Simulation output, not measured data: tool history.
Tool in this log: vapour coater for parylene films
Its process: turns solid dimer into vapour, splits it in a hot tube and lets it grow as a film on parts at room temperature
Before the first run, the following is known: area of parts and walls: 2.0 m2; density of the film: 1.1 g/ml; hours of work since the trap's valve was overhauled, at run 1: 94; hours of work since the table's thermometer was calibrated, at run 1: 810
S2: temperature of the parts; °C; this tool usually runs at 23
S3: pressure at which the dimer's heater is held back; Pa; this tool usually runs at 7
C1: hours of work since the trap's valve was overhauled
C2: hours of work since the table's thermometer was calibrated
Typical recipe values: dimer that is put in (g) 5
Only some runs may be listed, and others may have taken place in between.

{"run": 1, "hour": 0.0, "dimer that is put in (g)": 5, "S2": 23, "S3": 7, "C1": 94, "C2": 810, "thickness of the film (um)": 1.729}
{"run": 2, "hour": 20.6, "dimer that is put in (g)": 5, "S2": 23, "S3": 7, "C1": 107, "C2": 823, "thickness of the film (um)": 1.745}
{"run": 3, "hour": 43.9, "dimer that is put in (g)": 5, "S2": 23, "S3": 7, "C1": 122, "C2": 837, "thickness of the film (um)": 1.729}
{"run": 4, "hour": 74.1, "dimer that is put in (g)": 3, "S2": 23, "S3": 7, "C1": 141, "C2": 856, "thickness of the film (um)": 1.024}
{"run": 5, "hour": 111.6, "dimer that is put in (g)": 5, "S2": 21, "S3": 7, "C1": 164, "C2": 879, "thickness of the film (um)": 1.82}
{"run": 6, "hour": 141.7, "dimer that is put in (g)": 5, "S2": 23, "S3": 7, "C1": 183, "C2": 898, "thickness of the film (um)": 1.701}
{"run": 7, "hour": 163.8, "dimer that is put in (g)": 5, "S2": 23, "S3": 7, "C1": 196, "C2": 911, "thickness of the film (um)": 1.708}
{"run": 8, "hour": 182.7, "dimer that is put in (g)": 5, "S2": 23, "S3": 7, "C1": 208, "C2": 923, "thickness of the film (um)": 1.701}
{"hour": 201.6, "done": "trap's valve overhauled"}
{"run": 9, "hour": 206.9, "dimer that is put in (g)": 5, "S2": 23, "S3": 7, "C1": 3, "C2": 936, "thickness of the film (um)": 1.771}
{"run": 10, "hour": 240.7, "dimer that is put in (g)": 6, "S2": 23, "S3": 7, "C1": 24, "C2": 957, "thickness of the film (um)": 2.108}
{"run": 11, "hour": 278.6, "dimer that is put in (g)": 6, "S2": 23, "S3": 7, "C1": 48, "C2": 980, "thickness of the film (um)": 2.102}
{"run": 12, "hour": 313.4, "dimer that is put in (g)": 6, "S2": 25, "S3": 7, "C1": 69, "C2": 1002, "thickness of the film (um)": 1.989}
{"run": 13, "hour": 342.3, "dimer that is put in (g)": 6, "S2": 25, "S3": 7, "C1": 87, "C2": 1020, "thickness of the film (um)": 1.964}
{"run": 14, "hour": 375.9, "dimer that is put in (g)": 6, "S2": 25, "S3": 7, "C1": 108, "C2": 1041, "thickness of the film (um)": 1.954}
{"run": 15, "hour": 397.7, "dimer that is put in (g)": 5, "S2": 23, "S3": 7, "C1": 122, "C2": 1054, "thickness of the film (um)": 1.726}
{"run": 16, "hour": 421.6, "dimer that is put in (g)": 5, "S2": 23, "S3": 2.82, "C1": 137, "C2": 1069, "thickness of the film (um)": 1.862}
{"run": 17, "hour": 441.1, "dimer that is put in (g)": 5, "S2": 23, "S3": 7, "C1": 149, "C2": 1081, "thickness of the film (um)": 1.729}
{"run": 18, "hour": 464.3, "dimer that is put in (g)": 5, "S2": 23, "S3": 7, "C1": 163, "C2": 1096, "thickness of the film (um)": 1.721}
{"run": 19, "hour": 492.1, "dimer that is put in (g)": 8, "S2": 23, "S3": 7, "C1": 180, "C2": 1113, "thickness of the film (um)": 2.738}
{"hour": 507.7, "done": "table's thermometer calibrated"}
{"run": 20, "hour": 533.1, "dimer that is put in (g)": 5, "S2": 23, "S3": 7, "C1": 205, "C2": 16, "thickness of the film (um)": 1.626}
{"hour": 554.9, "done": "trap's valve overhauled"}
{"run": 21, "hour": 571.4, "dimer that is put in (g)": 5, "S2": 23, "S3": 7, "C1": 10, "C2": 37, "thickness of the film (um)": 1.691}
{"run": 22, "hour": 603.2, "dimer that is put in (g)": 5, "S2": 23, "S3": 7, "C1": 30, "C2": 57, "thickness of the film (um)": 1.699}
{"run": 23, "hour": 635.8, "dimer that is put in (g)": 5, "S2": 23, "S3": 7, "C1": 50, "C2": 77, "thickness of the film (um)": 1.679}
{"run": 24, "hour": 655.6, "dimer that is put in (g)": 3, "S2": 24, "S3": 6.94, "C1": 63, "C2": 89, "thickness of the film (um)": 0.978}
{"run": 25, "hour": 684.8, "dimer that is put in (g)": 3, "S2": 24, "S3": 6.94, "C1": 81, "C2": 108, "thickness of the film (um)": 0.983}
{"run": 26, "hour": 707.1, "dimer that is put in (g)": 3, "S2": 34, "S3": 5.24, "C1": 95, "C2": 121, "thickness of the film (um)": 0.742}
{"run": 27, "hour": 737.7, "dimer that is put in (g)": 7, "S2": 35, "S3": 2.52, "C1": 114, "C2": 140, "thickness of the film (um)": 1.761}
{"run": 28, "hour": 775.1, "dimer that is put in (g)": 7, "S2": 17, "S3": 4.31, "C1": 137, "C2": 164, "thickness of the film (um)": 2.895}
{"run": 29, "hour": 812.8, "dimer that is put in (g)": 7, "S2": 23, "S3": 11.11, "C1": 160, "C2": 187, "thickness of the film (um)": 2.22}
{"run": 30, "hour": 830.1, "dimer that is put in (g)": 4, "S2": 15, "S3": 7, "C1": 171, "C2": 198, "thickness of the film (um)": 1.686}
{"run": 31, "hour": 862.2, "dimer that is put in (g)": 2, "S2": 23, "S3": 7, "C1": 191, "C2": 218, "thickness of the film (um)": 0.671}
{"run": 32, "hour": 879.7, "dimer that is put in (g)": 2, "S2": 23, "S3": 7, "C1": 202, "C2": 229, "thickness of the film (um)": 0.657}
{"run": 33, "hour": 897.6, "dimer that is put in (g)": 2, "S2": 15, "S3": 3.74, "C1": 213, "C2": 240, "thickness of the film (um)": 0.839}
{"hour": 907.9, "done": "trap's valve overhauled"}
{"run": 34, "hour": 934.7, "dimer that is put in (g)": 2, "S2": 15, "S3": 3.74, "C1": 17, "C2": 260, "thickness of the film (um)": 0.882}
{"run": 35, "hour": 961.1, "dimer that is put in (g)": 2, "S2": 15, "S3": 3.74, "C1": 33, "C2": 277, "thickness of the film (um)": 0.882}
{"run": 36, "hour": 988.0, "dimer that is put in (g)": 2, "S2": 15, "S3": 3.74, "C1": 50, "C2": 293, "thickness of the film (um)": 0.887}
{"run": 37, "hour": 1024.4, "dimer that is put in (g)": 2, "S2": 15, "S3": 3.74, "C1": 72, "C2": 316, "thickness of the film (um)": 0.873}
{"run": 38, "hour": 1054.3, "dimer that is put in (g)": 2, "S2": 15, "S3": 3.74, "C1": 91, "C2": 335, "thickness of the film (um)": 0.885}
{"run": 39, "hour": 1088.8, "dimer that is put in (g)": 5, "S2": 18, "S3": 7, "C1": 112, "C2": 356, "thickness of the film (um)": 1.956}
{"run": 40, "hour": 1112.3, "dimer that is put in (g)": 2, "S2": 26, "S3": 7, "C1": 127, "C2": 371, "thickness of the film (um)": 0.627}
{"run": 41, "hour": 1146.1, "dimer that is put in (g)": 5, "S2": 24, "S3": 6.1, "C1": 148, "C2": 392, "thickness of the film (um)": 1.637}
{"run": 42, "hour": 1170.7, "dimer that is put in (g)": 5, "S2": 24, "S3": 6.1, "C1": 163, "C2": 407, "thickness of the film (um)": 1.638}
{"run": 43, "hour": 1195.3, "dimer that is put in (g)": 5, "S2": 24, "S3": 6.1, "C1": 179, "C2": 422, "thickness of the film (um)": 1.64}
{"run": 44, "hour": 1226.7, "dimer that is put in (g)": 5, "S2": 24, "S3": 6.1, "C1": 198, "C2": 442, "thickness of the film (um)": 1.636}

Each row is a separate what-if for the run after 44, all from the same tool condition, not one after another. Results?
{"run": "A", "hour": 1249.7, "dimer that is put in (g)": 5, "S2": 17, "S3": 4.33, "C1": 212, "C2": 456, "thickness of the film (um)": "?"}
{"run": "B", "hour": 1249.7, "dimer that is put in (g)": 5, "S2": 33, "S3": 7, "C1": 212, "C2": 456, "thickness of the film (um)": "?"}
{"run": "C", "hour": 1249.7, "dimer that is put in (g)": 2, "S2": 24, "S3": 3.74, "C1": 212, "C2": 456, "thickness of the film (um)": "?"}

run=A thickness_of_the_film_(um)=2.057
run=B thickness_of_the_film_(um)=1.226
run=C thickness_of_the_film_(um)=0.66
Stripped of hidden state, with their random variation kept, the same runs would have yielded:
run=A thickness_of_the_film_(um)=2.121
run=B thickness_of_the_film_(um)=1.265
run=C thickness_of_the_film_(um)=0.681
